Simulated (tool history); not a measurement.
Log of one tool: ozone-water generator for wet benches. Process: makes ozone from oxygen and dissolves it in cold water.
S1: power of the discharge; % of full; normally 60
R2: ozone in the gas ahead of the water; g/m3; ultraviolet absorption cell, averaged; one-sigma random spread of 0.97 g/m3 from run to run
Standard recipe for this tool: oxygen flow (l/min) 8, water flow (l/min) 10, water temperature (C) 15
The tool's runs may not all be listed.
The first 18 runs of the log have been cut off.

Run 19, hour 733.7: usual settings but S1 55 % of full, oxygen flow (l/min) 11.26, water flow (l/min) 7, water temperature (C) 22. Result: dissolved ozone (ppm) 19.9, R2 128.1 g/m3.
At hour 743.8: water thermometer calibrated.
Run 20, hour 756.8: usual settings but S1 55 % of full, oxygen flow (l/min) 11.26, water flow (l/min) 7, water temperature (C) 22. Result: dissolved ozone (ppm) 19.6, R2 128.3 g/m3.
Run 21, hour 800.8: usual settings but S1 49 % of full, water temperature (C) 22. Result: dissolved ozone (ppm) 17.2, R2 140.4 g/m3.
Run 22, hour 828.7: usual settings but S1 49 % of full, water temperature (C) 22. Result: dissolved ozone (ppm) 16.9, R2 140.9 g/m3.
Run 23, hour 864.2: usual settings but oxygen flow (l/min) 4.05. Result: dissolved ozone (ppm) 27, R2 247.3 g/m3.
Run 24, hour 897.7: usual settings but S1 99 % of full, oxygen flow (l/min) 4.05. Result: dissolved ozone (ppm) 43.5, R2 393.3 g/m3.
Run 25, hour 929.1: usual settings but S1 57 % of full, oxygen flow (l/min) 7.9, water flow (l/min) 13. Result: dissolved ozone (ppm) 19.5, R2 163.4 g/m3.
Run 26, hour 962.7: usual settings but S1 61 % of full, water flow (l/min) 15, water temperature (C) 12. Result: dissolved ozone (ppm) 19.7, R2 170.8 g/m3.
Run 27, hour 997.2: usual settings but S1 48 % of full, water flow (l/min) 11. Result: dissolved ozone (ppm) 18.7, R2 138.2 g/m3.

Run 28, settings as shown, results not yet in. Your forecast:
Run 28, hour 1023.3: usual settings but S1 63 % of full, oxygen flow (l/min) 9.75. Result: dissolved ozone (ppm) ?, R2 ?.

dissolved ozone (ppm): 23.7
R2: 158.8 g/m3
With no hidden state in the tool, this same run would have given dissolved ozone (ppm) 23.8, R2 155.3 g/m3.
